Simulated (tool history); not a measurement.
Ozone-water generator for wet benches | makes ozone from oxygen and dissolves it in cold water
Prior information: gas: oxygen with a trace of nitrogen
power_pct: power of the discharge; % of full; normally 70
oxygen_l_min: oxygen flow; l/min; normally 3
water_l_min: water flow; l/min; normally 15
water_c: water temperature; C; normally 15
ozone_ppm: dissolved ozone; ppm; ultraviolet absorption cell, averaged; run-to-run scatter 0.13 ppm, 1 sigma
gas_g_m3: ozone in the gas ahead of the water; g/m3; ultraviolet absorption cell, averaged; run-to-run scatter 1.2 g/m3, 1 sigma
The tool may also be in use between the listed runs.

{"run": 1, "hour": 0.0, "power_pct": 70, "oxygen_l_min": 3, "water_l_min": 15, "water_c": 15, "ozone_ppm": 14.5, "gas_g_m3": 215.9}
{"run": 2, "hour": 71.7, "power_pct": 70, "oxygen_l_min": 3, "water_l_min": 15, "water_c": 15, "ozone_ppm": 14.4, "gas_g_m3": 217.9}
{"run": 3, "hour": 207.9, "power_pct": 70, "oxygen_l_min": 3, "water_l_min": 15, "water_c": 15, "ozone_ppm": 14.4, "gas_g_m3": 218.5}
{"hour": 355.1, "done": "contactor cleaned"}
{"run": 4, "hour": 357.6, "power_pct": 70, "oxygen_l_min": 3, "water_l_min": 13, "water_c": 15, "ozone_ppm": 18.5, "gas_g_m3": 216.1}
{"run": 5, "hour": 482.5, "power_pct": 70, "oxygen_l_min": 3, "water_l_min": 13, "water_c": 15, "ozone_ppm": 18.7, "gas_g_m3": 216.8}
{"run": 6, "hour": 567.0, "power_pct": 70, "oxygen_l_min": 3, "water_l_min": 15, "water_c": 15, "ozone_ppm": 15.9, "gas_g_m3": 216}
{"run": 7, "hour": 710.3, "power_pct": 70, "oxygen_l_min": 1.83, "water_l_min": 15, "water_c": 15, "ozone_ppm": 14.3, "gas_g_m3": 275.1}
{"run": 8, "hour": 855.0, "power_pct": 70, "oxygen_l_min": 1.83, "water_l_min": 15, "water_c": 15, "ozone_ppm": 14.3, "gas_g_m3": 275.6}

Forecast run 9:
{"run": 9, "hour": 953.3, "power_pct": 70, "oxygen_l_min": 3, "water_l_min": 15, "water_c": 15, "ozone_ppm": "?", "gas_g_m3": "?"}

Logged for run 9: ozone_ppm 15.8 ppm, gas_g_m3 213.3 g/m3.
Take away the tool's hidden state, keep the run-to-run variation as it was, and the same run would have given ozone_ppm 16.4 ppm, gas_g_m3 220.2 g/m3.
